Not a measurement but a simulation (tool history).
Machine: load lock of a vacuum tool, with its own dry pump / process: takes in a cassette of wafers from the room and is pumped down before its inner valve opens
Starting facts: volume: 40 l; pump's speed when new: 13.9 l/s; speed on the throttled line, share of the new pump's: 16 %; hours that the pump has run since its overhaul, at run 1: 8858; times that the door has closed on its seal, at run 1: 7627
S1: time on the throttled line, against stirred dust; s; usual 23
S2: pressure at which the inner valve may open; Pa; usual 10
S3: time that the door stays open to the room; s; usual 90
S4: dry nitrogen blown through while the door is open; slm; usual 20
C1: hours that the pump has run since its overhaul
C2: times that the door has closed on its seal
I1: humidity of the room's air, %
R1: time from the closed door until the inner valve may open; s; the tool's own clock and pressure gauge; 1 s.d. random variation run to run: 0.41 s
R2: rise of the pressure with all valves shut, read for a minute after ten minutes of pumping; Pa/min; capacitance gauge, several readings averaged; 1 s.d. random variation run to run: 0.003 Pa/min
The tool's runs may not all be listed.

| run | hour | S1 | S2 | S3 | S4 | C1 | C2 | I1 | R1 | R2 |
|---|---|---|---|---|---|---|---|---|---|---|
| 1 | 0.0 | 23 | 10 | 90 | 20 | 8858 | 7627 | 42.9 | 49.5 | 0.103 |
| 2 | 269.5 | 23 | 10 | 90 | 20 | 9127 | 8491 | 42.2 | 49.8 | 0.110 |
| 3 | 604.3 | 23 | 10 | 90 | 20 | 9462 | 9563 | 47.8 | 49.4 | 0.124 |
| 4 | 1031.3 | 23 | 10 | 90 | 20 | 9889 | 10932 | 43.5 | 50.2 | 0.128 |
| 5 | 1625.8 | 23 | 10 | 90 | 20 | 10483 | 12837 | 43.3 | 49.6 | 0.148 |
| 6 | 2130.3 | 23 | 18 | 90 | 20 | 10988 | 14454 | 43.4 | 48.3 | 0.169 |
| 7 | 2600.8 | 23 | 18 | 90 | 20 | 11459 | 15962 | 44.9 | 48.9 | 0.176 |
| 8 | 3000.4 | 23 | 18 | 90 | 20 | 11858 | 17243 | 44.9 | 48.5 | 0.195 |
| 9 | 3352.0 | 23 | 10 | 90 | 20 | 12210 | 18370 | 47.3 | 50.0 | 0.223 |
| 10 | 3884.4 | 23 | 10 | 90 | 20 | 12742 | 20076 | 48.8 | 51.3 | 0.252 |
| 11 | 4404.0 | 23 | 10 | 90 | 20 | 13262 | 21742 | 40.5 | 51.6 | 0.258 |
|  | 4552.2 | dry pump taken out, an overhauled one fitted |
| 12 | 4950.2 | 23 | 10 | 90 | 20 | 398 | 23473 | 46.1 | 46.2 | 0.301 |
| 13 | 5435.8 | 23 | 10 | 90 | 20 | 884 | 25029 | 45.9 | 46.6 | 0.325 |
| 14 | 5781.0 | 23 | 10 | 90 | 20 | 1229 | 26136 | 45.4 | 46.5 | 0.338 |
| 15 | 6330.4 | 23 | 17 | 119 | 6 | 1778 | 27896 | 45.2 | 45.6 | 0.418 |
| 16 | 6841.9 | 23 | 10 | 90 | 20 | 2290 | 29536 | 43.6 | 47.7 | 0.397 |
| 17 | 7435.6 | 23 | 10 | 90 | 20 | 2883 | 31439 | 45.7 | 47.3 | 0.435 |
|  | 7624.8 | door's seal changed, seat wiped |
| 18 | 7718.2 | 23 | 10 | 90 | 20 | 3165 | 300 | 44.9 | 46.8 | 0.051 |
| 19 | 8088.1 | 16 | 12 | 138 | 15 | 3534 | 1485 | 46.3 | 40.9 | 0.091 |
| 20 | 8702.1 | 16 | 12 | 138 | 15 | 4148 | 3453 | 44.6 | 41.1 | 0.095 |
| 21 | 9237.3 | 46 | 10 | 90 | 20 | 4684 | 5168 | 46.7 | 66.1 | 0.076 |
| 22 | 9615.9 | 13 | 7 | 55 | 25 | 5062 | 6382 | 44.6 | 40.3 | 0.068 |
| 23 | 10029.4 | 23 | 10 | 36 | 9 | 5476 | 7707 | 45.4 | 47.9 | 0.097 |
| 24 | 10379.8 | 28 | 19 | 36 | 9 | 5826 | 8830 | 44.4 | 49.7 | 0.101 |
| 25 | 10996.7 | 14 | 19 | 36 | 6 | 6443 | 10807 | 45.2 | 39.2 | 0.127 |
| 26 | 11541.8 | 14 | 19 | 36 | 6 | 6988 | 12554 | 43.5 | 39.5 | 0.138 |
| 27 | 12103.1 | 20 | 10 | 222 | 20 | 7549 | 14353 | 44.0 | 46.2 | 0.197 |

Below are 5 alternative next runs, each starting from the tool's condition after run 27. Predict each:
| A | 12704.4 | 23 | 10 | 37 | 20 | 8151 | 16280 | 45.1 | ? | ? |
| B | 12704.4 | 21 | 10 | 31 | 5 | 8151 | 16280 | 43.0 | ? | ? |
| C | 12704.4 | 23 | 13 | 141 | 20 | 8151 | 16280 | 43.6 | ? | ? |
| D | 12704.4 | 23 | 13 | 90 | 17 | 8151 | 16280 | 45.4 | ? | ? |
| E | 12704.4 | 18 | 10 | 222 | 20 | 8151 | 16280 | 44.4 | ? | ? |

| run | R1 | R2 |
|---|---|---|
| A | 49.2 | 0.160 |
| B | 47.9 | 0.176 |
| C | 48.4 | 0.196 |
| D | 48.0 | 0.185 |
| E | 44.1 | 0.216 |
Had the tool no hidden state, the same runs would have come out as:
| run | R1 | R2 |
|---|---|---|
| A | 46.1 | 0.030 |
| B | 44.6 | 0.044 |
| C | 45.3 | 0.065 |
| D | 44.9 | 0.054 |
| E | 40.9 | 0.087 |
